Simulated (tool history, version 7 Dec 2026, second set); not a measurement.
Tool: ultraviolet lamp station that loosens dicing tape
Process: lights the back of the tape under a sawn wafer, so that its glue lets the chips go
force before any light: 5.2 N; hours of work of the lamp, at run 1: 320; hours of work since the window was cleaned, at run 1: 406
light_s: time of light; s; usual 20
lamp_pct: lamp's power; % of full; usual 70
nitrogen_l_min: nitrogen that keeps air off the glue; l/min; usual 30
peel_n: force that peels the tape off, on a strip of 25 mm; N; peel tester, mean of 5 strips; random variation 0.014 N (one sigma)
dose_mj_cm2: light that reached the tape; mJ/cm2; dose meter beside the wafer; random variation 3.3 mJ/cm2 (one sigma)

run,hour,light_s,lamp_pct,nitrogen_l_min,hours of work of the lamp,hours of work since the window was cleaned,peel_n,dose_mj_cm2
1,0.0,20,70,30,320,406,0.668,521
2,17.1,20,70,30,330,416,0.659,518
3,57.7,20,70,30,354,440,0.655,523
4,96.4,20,70,30,377,463,0.691,513
5,134.1,20,70,12,399,485,1.181,522
6,164.9,20,70,12,417,504,1.167,518
7,201.4,20,70,12,439,525,1.166,521
8,220.2,20,70,30,450,536,0.674,514
9,240.7,20,94,30,462,548,0.373,692
10,282.0,20,70,30,487,573,0.651,516
# hour 305.0: window cleaned of glue's vapour
11,314.6,20,70,30,506,6,0.665,516
12,344.1,20,70,30,523,23,0.665,521
13,363.6,20,70,30,535,35,0.683,520
14,403.1,20,61,30,558,58,0.841,456
15,433.8,20,61,30,576,76,0.870,455
16,472.3,20,85,9,599,99,1.051,626
17,500.7,20,85,9,616,116,1.052,635
18,525.2,17,63,51,630,130,0.810,395
19,566.9,13,96,25,655,155,0.922,460
20,584.0,13,96,25,665,165,0.903,464
21,613.7,33,62,43,682,183,0.245,750
22,645.3,20,70,17,701,201,0.963,517
23,676.5,10,70,30,720,220,1.756,263

Forecast run 24:
24,708.4,10,70,30,739,239,?,?

peel_n: 1.853 N
dose_mj_cm2: 260 mJ/cm2
Without the tool's hidden state the same run would have given peel_n 1.849 N, dose_mj_cm2 260 mJ/cm2.
